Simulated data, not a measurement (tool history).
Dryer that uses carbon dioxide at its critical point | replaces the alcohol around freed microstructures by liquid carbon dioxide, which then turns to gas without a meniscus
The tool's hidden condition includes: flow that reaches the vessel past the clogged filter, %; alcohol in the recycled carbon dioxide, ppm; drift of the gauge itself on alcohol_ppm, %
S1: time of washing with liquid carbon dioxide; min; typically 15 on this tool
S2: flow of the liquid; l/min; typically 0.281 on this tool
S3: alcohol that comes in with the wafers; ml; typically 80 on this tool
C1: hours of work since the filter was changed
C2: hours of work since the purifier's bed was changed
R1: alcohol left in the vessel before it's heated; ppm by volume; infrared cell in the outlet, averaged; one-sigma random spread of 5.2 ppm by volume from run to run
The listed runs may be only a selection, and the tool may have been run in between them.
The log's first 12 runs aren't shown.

run	hour	S1	S2	S3	C1	C2	R1
# hour 533.7: inlet filter changed
13	558.7	14	0.235	80	19	850	596
14	608.9	14	0.235	80	58	888	645
15	638.1	15	0.281	55	80	911	216
16	682.4	15	0.281	80	114	945	264
17	728.0	15	0.281	80	149	980	285
18	762.7	22	0.281	80	175	1006	169
19	791.0	15	0.191	25	197	1028	556
20	860.0	10	0.177	45	250	1080	5072
# hour 889.9: purifier's bed changed
21	915.5	14	0.425	45	290	20	9
22	976.2	15	0.372	30	336	66	20
23	1004.7	15	0.372	77	358	88	41
24	1038.3	15	0.243	66	384	114	453
25	1104.2	15	0.243	66	434	164	513
26	1134.7	14	0.348	21	457	187	65
27	1178.2	15	0.384	80	491	221	76
# hour 1183.8: inlet filter changed
28	1223.6	15	0.384	80	30	255	51
29	1270.0	15	0.289	83	66	290	144
30	1328.2	14	0.226	58	111	335	556
31	1360.7	11	0.432	80	135	360	112
32	1421.6	15	0.430	33	182	406	79
33	1465.0	14	0.299	92	215	439	256

Alternative continuations, all from the tool just after run 33; predict every row:
A	1530.1	12	0.393	40	265	489	?
B	1530.1	15	0.281	67	265	489	?
C	1530.1	11	0.175	117	265	489	?
D	1530.1	10	0.281	80	265	489	?
E	1530.1	21	0.440	60	265	489	?

run	R1
A	123
B	219
C	10083
D	1749
E	78
Stripped of hidden state, with their random variation kept, the same runs would have yielded:
run	R1
A	24
B	72
C	7303
D	1065
E	2
